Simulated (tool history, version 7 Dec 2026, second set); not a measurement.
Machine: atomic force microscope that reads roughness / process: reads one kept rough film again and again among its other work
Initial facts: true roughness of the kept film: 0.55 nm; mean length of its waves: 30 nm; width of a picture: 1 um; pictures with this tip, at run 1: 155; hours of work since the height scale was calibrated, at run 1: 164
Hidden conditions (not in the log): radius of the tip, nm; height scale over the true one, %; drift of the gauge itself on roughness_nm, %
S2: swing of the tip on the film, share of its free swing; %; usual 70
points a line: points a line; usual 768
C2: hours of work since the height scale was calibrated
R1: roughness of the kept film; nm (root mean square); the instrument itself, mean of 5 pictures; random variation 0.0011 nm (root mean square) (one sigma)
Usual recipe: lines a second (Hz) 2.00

run 1 hour=0.0 | lines_a_second_(Hz)=2.00 S2=70 points_a_line=768 | pictures_with_this_tip=155 C2=164 | R1=0.516
-- hour=26.3 new tip fitted
run 2 hour=37.1 | lines_a_second_(Hz)=2.00 S2=70 points_a_line=768 | pictures_with_this_tip=29 C2=193 | R1=0.518
run 3 hour=76.3 | lines_a_second_(Hz)=2.00 S2=70 points_a_line=768 | pictures_with_this_tip=132 C2=224 | R1=0.514
-- hour=114.8 new tip fitted
run 4 hour=137.5 | lines_a_second_(Hz)=2.00 S2=70 points_a_line=768 | pictures_with_this_tip=60 C2=272 | R1=0.519
-- hour=199.9 new tip fitted
run 5 hour=202.0 | lines_a_second_(Hz)=2.00 S2=70 points_a_line=418 | pictures_with_this_tip=6 C2=322 | R1=0.516
run 6 hour=241.3 | lines_a_second_(Hz)=2.00 S2=81 points_a_line=768 | pictures_with_this_tip=109 C2=353 | R1=0.498
-- hour=284.8 new tip fitted
run 7 hour=284.8 | lines_a_second_(Hz)=2.00 S2=81 points_a_line=768 | pictures_with_this_tip=0 C2=387 | R1=0.500
run 8 hour=331.1 | lines_a_second_(Hz)=2.00 S2=81 points_a_line=768 | pictures_with_this_tip=122 C2=423 | R1=0.497
run 9 hour=366.5 | lines_a_second_(Hz)=2.26 S2=81 points_a_line=768 | pictures_with_this_tip=216 C2=451 | R1=0.490
-- hour=371.3 new tip fitted
run 10 hour=428.9 | lines_a_second_(Hz)=2.26 S2=81 points_a_line=768 | pictures_with_this_tip=152 C2=500 | R1=0.491
-- hour=456.0 new tip fitted
run 11 hour=486.1 | lines_a_second_(Hz)=0.56 S2=62 points_a_line=286 | pictures_with_this_tip=80 C2=545 | R1=0.528
run 12 hour=531.7 | lines_a_second_(Hz)=0.56 S2=62 points_a_line=286 | pictures_with_this_tip=200 C2=580 | R1=0.524
-- hour=541.9 new tip fitted
run 13 hour=572.2 | lines_a_second_(Hz)=0.78 S2=58 points_a_line=286 | pictures_with_this_tip=80 C2=612 | R1=0.524

Consider 4 possible next runs. They are alternatives, not a sequence: every one starts from the tool as it was left by run 13. What does each give?
-- hour=625.5 new tip fitted
run A hour=628.9 | lines_a_second_(Hz)=2.00 S2=70 points_a_line=882 | pictures_with_this_tip=9 C2=656 | R1=?
-- hour=625.5 new tip fitted
run B hour=628.9 | lines_a_second_(Hz)=2.53 S2=80 points_a_line=985 | pictures_with_this_tip=9 C2=656 | R1=?
-- hour=625.5 new tip fitted
run C hour=628.9 | lines_a_second_(Hz)=2.68 S2=70 points_a_line=465 | pictures_with_this_tip=9 C2=656 | R1=?
-- hour=625.5 new tip fitted
run D hour=628.9 | lines_a_second_(Hz)=1.52 S2=56 points_a_line=262 | pictures_with_this_tip=9 C2=656 | R1=?

run=A R1=0.516
run=B R1=0.491
run=C R1=0.508
run=D R1=0.523
What these runs would have given with no unlogged condition in the tool:
run=A R1=0.519
run=B R1=0.494
run=C R1=0.511
run=D R1=0.527
